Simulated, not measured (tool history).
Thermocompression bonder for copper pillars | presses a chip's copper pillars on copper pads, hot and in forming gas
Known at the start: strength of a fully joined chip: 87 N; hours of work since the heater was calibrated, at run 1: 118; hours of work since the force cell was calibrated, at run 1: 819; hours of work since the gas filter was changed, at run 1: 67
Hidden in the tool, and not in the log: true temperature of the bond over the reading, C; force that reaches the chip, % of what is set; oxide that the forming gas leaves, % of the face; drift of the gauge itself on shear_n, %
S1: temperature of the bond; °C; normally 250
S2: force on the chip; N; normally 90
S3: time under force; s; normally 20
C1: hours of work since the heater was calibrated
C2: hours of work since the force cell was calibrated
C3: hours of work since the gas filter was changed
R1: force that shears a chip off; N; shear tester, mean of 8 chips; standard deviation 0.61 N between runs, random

| run | hour | S1 | S2 | S3 | C1 | C2 | C3 | R1 |
|---|---|---|---|---|---|---|---|---|
| 1 | 0.0 | 250 | 90 | 20 | 118 | 819 | 67 | 59.4 |
| 2 | 38.0 | 250 | 90 | 20 | 134 | 835 | 83 | 58.7 |
| 3 | 60.4 | 250 | 90 | 20 | 144 | 845 | 93 | 58.1 |
|  | 82.8 | forming gas filter changed |
| 4 | 106.6 | 250 | 90 | 20 | 163 | 865 | 10 | 64.3 |
| 5 | 131.7 | 250 | 90 | 20 | 174 | 875 | 21 | 63.5 |
| 6 | 175.0 | 250 | 90 | 20 | 193 | 894 | 40 | 62.9 |
| 7 | 203.6 | 264 | 90 | 20 | 205 | 906 | 52 | 69.0 |
| 8 | 243.5 | 224 | 90 | 20 | 223 | 924 | 69 | 42.9 |
| 9 | 268.3 | 250 | 90 | 20 | 233 | 934 | 80 | 59.5 |
| 10 | 295.3 | 250 | 90 | 20 | 245 | 946 | 92 | 60.9 |
|  | 321.2 | forming gas filter changed |
| 11 | 322.8 | 250 | 60 | 20 | 257 | 958 | 1 | 50.3 |
| 12 | 369.3 | 250 | 98 | 20 | 277 | 978 | 21 | 66.6 |
| 13 | 405.7 | 250 | 98 | 20 | 292 | 994 | 36 | 65.5 |
| 14 | 434.2 | 250 | 98 | 20 | 305 | 1006 | 49 | 66.1 |
| 15 | 457.9 | 250 | 90 | 49 | 315 | 1016 | 59 | 73.2 |
| 16 | 501.0 | 250 | 90 | 43 | 334 | 1035 | 78 | 70.0 |
| 17 | 535.2 | 250 | 106 | 20 | 348 | 1049 | 92 | 64.5 |
|  | 552.6 | force cell calibrated |
|  | 562.4 | forming gas filter changed |
| 18 | 582.2 | 250 | 83 | 20 | 368 | 13 | 9 | 61.3 |
| 19 | 624.0 | 250 | 90 | 20 | 386 | 31 | 27 | 61.9 |
| 20 | 656.9 | 250 | 90 | 20 | 400 | 45 | 41 | 60.4 |
| 21 | 700.2 | 236 | 81 | 20 | 419 | 63 | 59 | 47.1 |
| 22 | 725.6 | 250 | 99 | 44 | 430 | 74 | 70 | 71.9 |
| 23 | 751.4 | 250 | 99 | 44 | 441 | 86 | 82 | 72.5 |
| 24 | 793.6 | 271 | 59 | 20 | 459 | 104 | 100 | 55.6 |
|  | 800.8 | forming gas filter changed |
| 25 | 826.3 | 250 | 98 | 33 | 473 | 118 | 11 | 74.5 |
| 26 | 854.6 | 250 | 98 | 33 | 485 | 130 | 23 | 72.5 |
| 27 | 900.9 | 260 | 98 | 21 | 505 | 150 | 43 | 72.8 |
| 28 | 946.7 | 236 | 81 | 21 | 525 | 170 | 63 | 49.1 |
| 29 | 968.1 | 261 | 56 | 20 | 534 | 179 | 72 | 52.3 |
| 30 | 992.2 | 261 | 123 | 16 | 544 | 189 | 83 | 73.1 |
| 31 | 1030.8 | 240 | 80 | 16 | 561 | 206 | 99 | 45.5 |
|  | 1040.3 | forming gas filter changed |
| 32 | 1073.1 | 240 | 80 | 16 | 579 | 224 | 14 | 50.1 |
| 33 | 1117.9 | 240 | 80 | 16 | 598 | 243 | 33 | 48.5 |
| 34 | 1147.5 | 240 | 80 | 16 | 611 | 256 | 46 | 50.4 |
| 35 | 1192.4 | 226 | 68 | 16 | 631 | 275 | 66 | 33.7 |
| 36 | 1229.1 | 226 | 68 | 16 | 646 | 291 | 81 | 33.7 |
| 37 | 1273.0 | 279 | 90 | 20 | 665 | 310 | 100 | 73.4 |
|  | 1277.6 | forming gas filter changed |
| 38 | 1322.2 | 250 | 90 | 14 | 686 | 331 | 19 | 60.4 |
| 39 | 1350.8 | 266 | 121 | 19 | 699 | 344 | 32 | 78.2 |
| 40 | 1397.6 | 251 | 56 | 10 | 719 | 364 | 52 | 38.0 |

Alternative continuations, all from the tool just after run 40; predict every row:
| A | 1424.6 | 228 | 56 | 46 | 731 | 376 | 63 | ? |
| B | 1424.6 | 241 | 57 | 20 | 731 | 376 | 63 | ? |
| C | 1424.6 | 270 | 134 | 11 | 731 | 376 | 63 | ? |

| run | R1 |
|---|---|
| A | 45.5 |
| B | 41.8 |
| C | 74.9 |
Without the tool's unlogged condition, the same runs would have read:
| run | R1 |
|---|---|
| A | 42.5 |
| B | 39.1 |
| C | 77.2 |
